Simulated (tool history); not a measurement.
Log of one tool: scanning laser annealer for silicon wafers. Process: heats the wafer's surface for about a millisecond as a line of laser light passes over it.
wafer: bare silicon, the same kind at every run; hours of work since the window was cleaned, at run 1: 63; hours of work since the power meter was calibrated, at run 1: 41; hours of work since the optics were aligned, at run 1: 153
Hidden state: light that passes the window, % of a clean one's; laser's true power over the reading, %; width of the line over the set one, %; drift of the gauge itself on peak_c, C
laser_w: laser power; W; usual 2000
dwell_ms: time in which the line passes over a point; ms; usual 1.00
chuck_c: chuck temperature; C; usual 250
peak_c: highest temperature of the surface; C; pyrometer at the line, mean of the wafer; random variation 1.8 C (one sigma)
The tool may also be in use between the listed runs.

run   hour  laser_w  dwell_ms  chuck_c  hours of work since the window was cleaned  hours of work since the power meter was calibrated  hours of work since the optics were aligned  peak_c
  1    0.0     2000      1.00      250                                          63                                                  41                                          153    1007
  2   19.6     2000      1.00      217                                          72                                                  49                                          162     977
  3   36.7     2000      1.00      250                                          79                                                  56                                          169    1009
  4   68.0     2000      1.00      250                                          92                                                  69                                          182    1009
  5  104.4     2000      0.98      250                                         107                                                  84                                          197     997
  6  143.1     2000      0.98      250                                         123                                                 101                                          213    1002
  7  170.3     2000      1.00      241                                         135                                                 112                                          225     999
  8  193.4     2000      1.00      241                                         144                                                 122                                          234     997
  9  221.4     2000      1.00      250                                         156                                                 133                                          246    1006
 10  238.4     2000      1.00      250                                         163                                                 140                                          253    1010
 11  271.9     2000      1.00      250                                         177                                                 154                                          267    1004
 12  307.6     2000      0.80      250                                         192                                                 169                                          282     933
 13  331.7     1783      0.80      250                                         202                                                 179                                          292     861
 14  360.9     1783      0.80      250                                         214                                                 192                                          304     862
 15  387.4     1783      0.80      250                                         225                                                 203                                          315     863
 16  422.9     1987      0.92      280                                         240                                                 218                                          330    1002
 17  456.9     1981      1.07      266                                         254                                                 232                                          344    1041
 18  485.7     1912      1.23      278                                         266                                                 244                                          356    1072
 19  513.9     1912      0.98      278                                         278                                                 256                                          368     998
 20  540.3     2000      0.80      250                                         289                                                 267                                          379     936
 21  570.7     2000      0.80      250                                         302                                                 279                                          392     936
 22  610.9     2100      1.07      263                                         319                                                 296                                          409    1085
 23  633.5     2100      1.07      263                                         328                                                 306                                          418    1085
 24  670.0     2100      1.07      263                                         343                                                 321                                          434    1084
 25  704.0     1911      0.78      241                                         358                                                 335                                          448     887
 26  724.7     1911      0.78      241                                         366                                                 344                                          456     885
 27  746.9     1876      0.78      228                                         376                                                 353                                          466     864

Forecast each of these 5 alternatives for the next run:
  A  766.1     1876      0.78      238                                         384                                                 361                                          474       ?
  B  766.1     1956      0.89      236                                         384                                                 361                                          474       ?
  C  766.1     1746      0.80      239                                         384                                                 361                                          474       ?
  D  766.1     1896      0.94      217                                         384                                                 361                                          474       ?
  E  766.1     2000      1.13      250                                         384                                                 361                                          474       ?

run  peak_c
  A     875
  B     942
  C     836
  D     915
  E    1053
Without the tool's hidden state the same runs would have given:
run  peak_c
  A     876
  B     943
  C     837
  D     916
  E    1054
